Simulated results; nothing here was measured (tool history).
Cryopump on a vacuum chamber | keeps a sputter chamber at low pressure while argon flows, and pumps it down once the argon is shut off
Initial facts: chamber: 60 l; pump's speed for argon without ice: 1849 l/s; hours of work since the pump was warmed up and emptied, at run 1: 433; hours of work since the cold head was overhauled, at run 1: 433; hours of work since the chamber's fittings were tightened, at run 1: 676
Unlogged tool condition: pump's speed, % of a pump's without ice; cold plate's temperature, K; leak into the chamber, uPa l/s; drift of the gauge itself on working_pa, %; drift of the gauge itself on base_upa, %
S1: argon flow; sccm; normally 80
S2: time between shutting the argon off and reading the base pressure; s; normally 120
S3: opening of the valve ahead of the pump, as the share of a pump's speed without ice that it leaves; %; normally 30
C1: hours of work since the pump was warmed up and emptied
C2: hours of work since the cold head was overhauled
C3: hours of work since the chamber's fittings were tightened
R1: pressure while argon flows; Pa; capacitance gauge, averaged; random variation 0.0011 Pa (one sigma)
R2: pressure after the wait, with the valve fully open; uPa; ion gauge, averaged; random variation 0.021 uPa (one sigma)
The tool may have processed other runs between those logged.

Run 1, hour 0.0: usual settings; C1 433; C2 433; C3 676. Result: R1 0.2552 Pa, R2 0.75 uPa.
Run 2, hour 51.0: usual settings; C1 458; C2 458; C3 702. Result: R1 0.2547 Pa, R2 0.75 uPa.
Run 3, hour 149.9: usual settings; C1 507; C2 507; C3 751. Result: R1 0.2588 Pa, R2 0.79 uPa.
Run 4, hour 223.6: usual settings but S2 52 s; C1 543; C2 543; C3 787. Result: R1 0.2594 Pa, R2 1.04 uPa.
Run 5, hour 314.6: usual settings; C1 588; C2 588; C3 832. Result: R1 0.2622 Pa, R2 0.84 uPa.
Run 6, hour 390.7: usual settings; C1 626; C2 626; C3 870. Result: R1 0.2631 Pa, R2 0.94 uPa.
Run 7, hour 452.0: usual settings; C1 656; C2 656; C3 900. Result: R1 0.2632 Pa, R2 0.95 uPa.
Run 8, hour 542.1: usual settings; C1 701; C2 701; C3 945. Result: R1 0.2678 Pa, R2 0.99 uPa.
Run 9, hour 589.5: usual settings; C1 724; C2 724; C3 968. Result: R1 0.2652 Pa, R2 1.01 uPa.
Run 10, hour 634.1: usual settings; C1 746; C2 746; C3 990. Result: R1 0.2671 Pa, R2 1.00 uPa.
Run 11, hour 678.6: usual settings; C1 768; C2 768; C3 1012. Result: R1 0.2697 Pa, R2 1.04 uPa.
Run 12, hour 733.8: usual settings; C1 796; C2 796; C3 1039. Result: R1 0.2713 Pa, R2 1.05 uPa.
Run 13, hour 795.2: usual settings but S1 128 sccm, S2 70 s; C1 826; C2 826; C3 1070. Result: R1 0.4324 Pa, R2 1.26 uPa.
Run 14, hour 850.2: usual settings but S1 128 sccm, S2 70 s; C1 853; C2 853; C3 1097. Result: R1 0.4389 Pa, R2 1.30 uPa.
Run 15, hour 899.7: usual settings but S1 128 sccm, S2 70 s; C1 878; C2 878; C3 1121. Result: R1 0.4389 Pa, R2 1.26 uPa.
Run 16, hour 940.9: usual settings but S1 42 sccm, S3 38 %; C1 898; C2 898; C3 1142. Result: R1 0.1173 Pa, R2 1.16 uPa.
Run 17, hour 991.5: usual settings but S1 90 sccm, S2 83 s, S3 23 %; C1 923; C2 923; C3 1167. Result: R1 0.3950 Pa, R2 1.27 uPa.

Some steps in R1 between neighbouring runs. How much of each would the tool show without its hidden state too (settings, what came in, random variation), and how much is left for the hidden state, with any gauge scatter that isn't in both results?
Run 15 -> 16: S1 128 -> 42, S2 70 -> 120, S3 30 -> 38. R1 -0.3216 Pa: hidden state -0.0314, all else -0.2902.

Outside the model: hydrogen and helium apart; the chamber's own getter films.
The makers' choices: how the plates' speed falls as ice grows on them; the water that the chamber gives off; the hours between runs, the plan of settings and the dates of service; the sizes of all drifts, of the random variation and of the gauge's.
